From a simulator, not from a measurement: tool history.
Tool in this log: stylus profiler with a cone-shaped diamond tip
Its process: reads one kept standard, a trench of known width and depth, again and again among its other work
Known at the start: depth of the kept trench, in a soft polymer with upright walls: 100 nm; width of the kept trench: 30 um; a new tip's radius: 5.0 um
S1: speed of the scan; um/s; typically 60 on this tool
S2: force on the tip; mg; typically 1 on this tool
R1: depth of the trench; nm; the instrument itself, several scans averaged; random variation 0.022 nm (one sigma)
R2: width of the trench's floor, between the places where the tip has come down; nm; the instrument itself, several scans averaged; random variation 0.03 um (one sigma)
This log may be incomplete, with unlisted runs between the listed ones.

run 1 hour=0 | S1=60 S2=1 | R1=100.62 R2=27030
run 2 hour=23.7 | S1=60 S2=1 | R1=100.64 R2=27080
run 3 hour=52.3 | S1=60 S2=1 | R1=100.67 R2=27010
run 4 hour=82.4 | S1=60 S2=1 | R1=100.63 R2=27030
run 5 hour=105.6 | S1=187 S2=1 | R1=100.62 R2=25840
run 6 hour=146.4 | S1=60 S2=2.48 | R1=101.02 R2=27140
run 7 hour=175.4 | S1=60 S2=1 | R1=100.63 R2=27010
run 8 hour=201.1 | S1=60 S2=1 | R1=100.69 R2=27030
run 9 hour=226.2 | S1=60 S2=1 | R1=100.63 R2=27000
run 10 hour=247.5 | S1=21 S2=1 | R1=100.67 R2=27300
run 11 hour=281.1 | S1=21 S2=1 | R1=100.68 R2=27320
run 12 hour=301.3 | S1=60 S2=1 | R1=100.67 R2=26960
run 13 hour=343 | S1=60 S2=1 | R1=100.67 R2=26960
run 14 hour=379 | S1=60 S2=1 | R1=100.68 R2=26920
run 15 hour=418.9 | S1=60 S2=1 | R1=100.74 R2=26950
run 16 hour=456.5 | S1=60 S2=0.84 | R1=100.66 R2=26790
run 17 hour=492.4 | S1=60 S2=1 | R1=100.7 R2=26900
run 18 hour=525.5 | S1=60 S2=0.39 | R1=100.53 R2=26570
run 19 hour=545.2 | S1=60 S2=0.39 | R1=100.51 R2=26590
run 20 hour=587.4 | S1=60 S2=1 | R1=100.71 R2=26930
run 21 hour=609.6 | S1=60 S2=2.11 | R1=101.04 R2=27060
run 22 hour=628.3 | S1=60 S2=1 | R1=100.8 R2=26850
run 23 hour=663.1 | S1=60 S2=1 | R1=100.73 R2=26880
run 24 hour=704.8 | S1=219 S2=0.92 | R1=100.73 R2=25370
run 25 hour=726.2 | S1=219 S2=2.02 | R1=101.01 R2=26040
run 26 hour=749.6 | S1=219 S2=2.02 | R1=101.02 R2=26010
run 27 hour=768.5 | S1=219 S2=2.02 | R1=100.99 R2=25990
run 28 hour=787.3 | S1=60 S2=2.96 | R1=101.19 R2=27040
run 29 hour=828.7 | S1=32 S2=2.96 | R1=100.94 R2=27240
run 30 hour=865 | S1=83 S2=2.2 | R1=100.75 R2=26870
run 31 hour=893.6 | S1=83 S2=2.2 | R1=100.76 R2=26850
run 32 hour=911.7 | S1=34 S2=0.34 | R1=100.27 R2=26810
run 33 hour=950.2 | S1=22 S2=1.82 | R1=100.68 R2=27200
run 34 hour=984.3 | S1=84 S2=0.78 | R1=100.41 R2=26500
run 35 hour=1015 | S1=222 S2=1.24 | R1=100.54 R2=25550
run 36 hour=1033.8 | S1=27 S2=0.76 | R1=100.43 R2=27020
run 37 hour=1055.3 | S1=183 S2=0.5 | R1=100.34 R2=24990
run 38 hour=1086.7 | S1=23 S2=2.68 | R1=100.89 R2=27190
run 39 hour=1117.5 | S1=40 S2=0.84 | R1=100.5 R2=26900
run 40 hour=1149.8 | S1=40 S2=0.84 | R1=100.45 R2=26910
run 41 hour=1189.2 | S1=32 S2=0.42 | R1=100.37 R2=26820
run 42 hour=1214.3 | S1=236 S2=0.42 | R1=100.32 R2=23990
run 43 hour=1233.7 | S1=236 S2=0.42 | R1=100.37 R2=23950
run 44 hour=1264.3 | S1=139 S2=0.93 | R1=100.54 R2=25920
run 45 hour=1294.3 | S1=55 S2=0.68 | R1=100.45 R2=26670

Between the runs listed above, the log contained 1 entry, not reproduced here. Where in the sequence does each belong, and how does what the log doesn't record of the tool's condition differ from the listed run before to the listed run after?
From run 28 to run 29: height scale calibrated on a step standard (hour 827.5)
  radius of the tip, um: 8.59 -> 8.65; height scale over the true one, %: 0.349 -> 0.04
  measured result minus the result with no hidden state, R1: +0.35 -> +0.04 nm; R2: -630 -> -640 nm
